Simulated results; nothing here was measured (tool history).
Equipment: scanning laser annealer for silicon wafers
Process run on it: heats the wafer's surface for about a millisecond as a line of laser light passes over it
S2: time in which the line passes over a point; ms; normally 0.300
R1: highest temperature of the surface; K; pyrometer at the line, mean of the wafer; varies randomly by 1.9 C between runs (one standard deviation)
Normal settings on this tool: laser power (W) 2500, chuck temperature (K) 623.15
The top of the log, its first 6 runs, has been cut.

Run 7, hour 142.1: usual settings. Result: R1 1342.15 K.
Run 8, hour 155.9: usual settings. Result: R1 1346.15 K.
Run 9, hour 178.9: usual settings but S2 0.290 ms. Result: R1 1328.15 K.
Run 10, hour 205.3: usual settings but laser power (W) 2411. Result: R1 1315.15 K.
Run 11, hour 222.6: usual settings but laser power (W) 2411. Result: R1 1313.15 K.
Run 12, hour 247.5: usual settings but laser power (W) 2411. Result: R1 1313.15 K.
Run 13, hour 264.7: usual settings. Result: R1 1340.15 K.
At hour 268.8: window over the wafer cleaned.
Run 14, hour 284.1: usual settings. Result: R1 1337.15 K.
Run 15, hour 306.5: usual settings. Result: R1 1339.15 K.
Run 16, hour 320.6: usual settings but laser power (W) 2685, chuck temperature (K) 656.15. Result: R1 1421.15 K.
Run 17, hour 347.9: usual settings but laser power (W) 2524, S2 0.253 ms, chuck temperature (K) 656.15. Result: R1 1318.15 K.
Run 18, hour 361.8: usual settings but laser power (W) 2524, S2 0.253 ms, chuck temperature (K) 656.15. Result: R1 1317.15 K.
At hour 374.1: window over the wafer cleaned, once more.
Run 19, hour 380.6: usual settings but laser power (W) 2524, S2 0.253 ms, chuck temperature (K) 656.15. Result: R1 1327.15 K.
Run 20, hour 409.5: usual settings but laser power (W) 2524, S2 0.253 ms, chuck temperature (K) 656.15. Result: R1 1327.15 K.
Run 21, hour 436.9: usual settings but laser power (W) 2524, S2 0.253 ms, chuck temperature (K) 656.15. Result: R1 1326.15 K.
Run 22, hour 462.2: usual settings but laser power (W) 2155, chuck temperature (K) 619.15. Result: R1 1241.15 K.
Run 23, hour 483.1: usual settings but laser power (W) 2303, S2 0.287 ms. Result: R1 1276.15 K.
Run 24, hour 509.0: usual settings but laser power (W) 2433. Result: R1 1327.15 K.
Run 25, hour 520.6: usual settings but laser power (W) 2693, chuck temperature (K) 641.15. Result: R1 1423.15 K.
At hour 542.5: optics aligned, line set to its width.
Run 26, hour 549.9: usual settings but laser power (W) 2250, chuck temperature (K) 659.15. Result: R1 1319.15 K.
Run 27, hour 568.8: usual settings but laser power (W) 2250, chuck temperature (K) 659.15. Result: R1 1320.15 K.
Run 28, hour 581.4: usual settings but laser power (W) 2179, S2 0.212 ms, chuck temperature (K) 617.15. Result: R1 1154.15 K.
Run 29, hour 593.8: usual settings but laser power (W) 2179, S2 0.212 ms, chuck temperature (K) 617.15. Result: R1 1153.15 K.
Run 30, hour 622.7: usual settings but laser power (W) 2386, chuck temperature (K) 598.15. Result: R1 1295.15 K.

Here are 5 independent what-if runs from the current tool condition. What would each one return?
Run A, hour 644.7: usual settings but laser power (W) 2560, S2 0.279 ms, chuck temperature (K) 610.15. Result: R1 ?.
Run B, hour 644.7: usual settings but laser power (W) 2525, S2 0.244 ms, chuck temperature (K) 631.15. Result: R1 ?.
Run C, hour 644.7: usual settings but S2 0.254 ms, chuck temperature (K) 585.15. Result: R1 ?.
Run D, hour 644.7: usual settings but laser power (W) 2569, S2 0.250 ms, chuck temperature (K) 626.15. Result: R1 ?.
Run E, hour 644.7: usual settings but S2 0.294 ms. Result: R1 ?.

run       R1
  A  1333.15
  B  1298.15
  C  1259.15
  D  1313.15
  E  1348.15
The same runs, with their run-to-run variation unchanged, on a tool lacking any hidden condition would have given:
run       R1
  A  1341.15
  B  1305.15
  C  1266.15
  D  1320.15
  E  1355.15

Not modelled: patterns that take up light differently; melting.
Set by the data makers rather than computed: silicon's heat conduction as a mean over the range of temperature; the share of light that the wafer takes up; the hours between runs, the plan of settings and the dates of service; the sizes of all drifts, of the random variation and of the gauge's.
